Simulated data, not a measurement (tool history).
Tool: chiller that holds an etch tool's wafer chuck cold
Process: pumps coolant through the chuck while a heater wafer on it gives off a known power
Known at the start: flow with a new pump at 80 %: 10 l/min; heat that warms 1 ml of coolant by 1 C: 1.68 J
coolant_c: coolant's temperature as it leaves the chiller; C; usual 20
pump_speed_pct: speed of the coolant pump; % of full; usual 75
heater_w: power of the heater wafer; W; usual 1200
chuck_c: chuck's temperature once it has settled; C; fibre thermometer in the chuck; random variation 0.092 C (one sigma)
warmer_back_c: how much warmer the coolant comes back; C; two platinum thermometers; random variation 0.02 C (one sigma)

run,hour,coolant_c,pump_speed_pct,heater_w,chuck_c,warmer_back_c
1,0,20,75,1200,31.48,4.53
2,23.8,20,75,1200,31.45,4.56
3,39.2,20,75,1200,31.47,4.52
4,57,20,75,1200,31.36,4.54
5,86.1,20,75,849,28.04,3.2
6,106.2,20,75,849,28.15,3.19
7,123.6,20,75,849,28.13,3.2
8,137.2,20,75,849,28.16,3.25
9,167.2,20,75,849,28.12,3.23
10,198,20,75,849,28.15,3.21
11,210.9,20,65,1200,32.72,5.26
12,232.5,10,75,1200,21.52,4.57
13,263.3,10,75,1200,21.46,4.57
14,276,19,75,1200,30.5,4.54
15,303.1,19,75,1200,30.59,4.55
16,333.6,14,75,1200,25.47,4.57
17,363.5,16,76,1200,27.26,4.49
18,382,20,75,706,26.86,2.7
19,407.4,21,75,1200,32.67,4.57
20,429.9,21,75,1200,32.61,4.57
21,448.7,24,75,1200,35.5,4.59
22,478.7,24,75,1200,35.5,4.56

5 ways to go on from here, each from the tool as it stands after run 22. What would each give?
A,496,18,79,1039,?,?
B,496,15,77,1800,?,?
C,496,24,65,1200,?,?
D,496,24,69,1200,?,?
E,496,13,67,1037,?,?

run,chuck_c,warmer_back_c
A,27.6,3.73
B,31.83,6.65
C,36.87,5.32
D,36.32,4.95
E,23.88,4.47
Without the tool's hidden state the same runs would have given:
run,chuck_c,warmer_back_c
A,27.23,3.74
B,31.36,6.66
C,36.46,5.33
D,35.92,4.96
E,23.49,4.48
